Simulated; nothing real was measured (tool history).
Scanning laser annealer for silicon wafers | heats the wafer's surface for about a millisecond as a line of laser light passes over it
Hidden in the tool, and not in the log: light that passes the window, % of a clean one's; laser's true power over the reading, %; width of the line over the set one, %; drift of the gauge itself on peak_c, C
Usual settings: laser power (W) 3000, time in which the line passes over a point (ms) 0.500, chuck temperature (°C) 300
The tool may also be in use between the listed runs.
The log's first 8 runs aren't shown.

| run | day | laser power (W) | time in which the line passes over a point (ms) | chuck temperature (°C) | hours of work since the window was cleaned | hours of work since the power meter was calibrated | hours of work since the optics were aligned | highest temperature of the surface (°C) |
|---|---|---|---|---|---|---|---|---|
| 9 | 7.925 | 3000 | 0.500 | 300 | 318 | 1001 | 838 | 1097 |
| 10 | 9.050 | 3000 | 0.500 | 300 | 339 | 1022 | 859 | 1098 |
| 11 | 10.321 | 3000 | 0.613 | 300 | 363 | 1046 | 883 | 1172 |
| 12 | 11.700 | 3000 | 0.613 | 300 | 389 | 1072 | 909 | 1174 |
| 13 | 12.792 | 3000 | 0.500 | 300 | 410 | 1093 | 930 | 1091 |
| 14 | 13.950 | 3000 | 0.596 | 300 | 431 | 1114 | 951 | 1159 |
|  | 14.146 | window over the wafer cleaned |
| 15 | 14.958 | 3093 | 0.596 | 300 | 15 | 1132 | 969 | 1174 |
| 16 | 16.275 | 2889 | 0.500 | 300 | 40 | 1156 | 993 | 1039 |
| 17 | 17.325 | 2889 | 0.500 | 300 | 60 | 1176 | 1013 | 1035 |
| 18 | 18.538 | 3000 | 0.620 | 270 | 82 | 1199 | 1036 | 1121 |
|  | 18.683 | window over the wafer cleaned, once more |
| 19 | 19.992 | 2638 | 0.399 | 306 | 24 | 1224 | 1061 | 929 |
| 20 | 20.992 | 2638 | 0.399 | 306 | 43 | 1243 | 1080 | 928 |
| 21 | 22.283 | 2638 | 0.399 | 306 | 67 | 1267 | 1104 | 927 |
| 22 | 23.050 | 2638 | 0.399 | 306 | 82 | 1282 | 1119 | 927 |
| 23 | 23.679 | 2638 | 0.399 | 306 | 94 | 1294 | 1130 | 927 |
| 24 | 24.642 | 2638 | 0.399 | 306 | 112 | 1312 | 1148 | 925 |
| 25 | 25.658 | 2662 | 0.500 | 300 | 131 | 1331 | 1168 | 996 |
| 26 | 27.021 | 3060 | 0.500 | 339 | 156 | 1356 | 1193 | 1164 |
| 27 | 28.054 | 2738 | 0.358 | 294 | 176 | 1375 | 1212 | 906 |
| 28 | 28.883 | 3148 | 0.371 | 294 | 191 | 1391 | 1228 | 1032 |
|  | 29.250 | optics aligned, line set to its width |
| 29 | 29.708 | 3148 | 0.371 | 294 | 203 | 1403 | 9 | 1041 |
| 30 | 30.950 | 2681 | 0.373 | 300 | 226 | 1426 | 32 | 912 |
| 31 | 32.296 | 2785 | 0.411 | 306 | 251 | 1451 | 57 | 979 |
| 32 | 32.996 | 2785 | 0.411 | 306 | 264 | 1464 | 70 | 975 |
| 33 | 34.371 | 3167 | 0.500 | 300 | 290 | 1490 | 96 | 1161 |

Forecast each of these 3 alternatives for the next run:
| A | 35.792 | 3167 | 0.500 | 295 | 317 | 1517 | 123 | ? |
| B | 35.792 | 2996 | 0.500 | 300 | 317 | 1517 | 123 | ? |
| C | 35.792 | 3202 | 0.358 | 331 | 317 | 1517 | 123 | ? |

| run | highest temperature of the surface (°C) |
|---|---|
| A | 1151 |
| B | 1102 |
| C | 1072 |
Without the tool's hidden state the same runs would have given:
| run | highest temperature of the surface (°C) |
|---|---|
| A | 1177 |
| B | 1125 |
| C | 1093 |
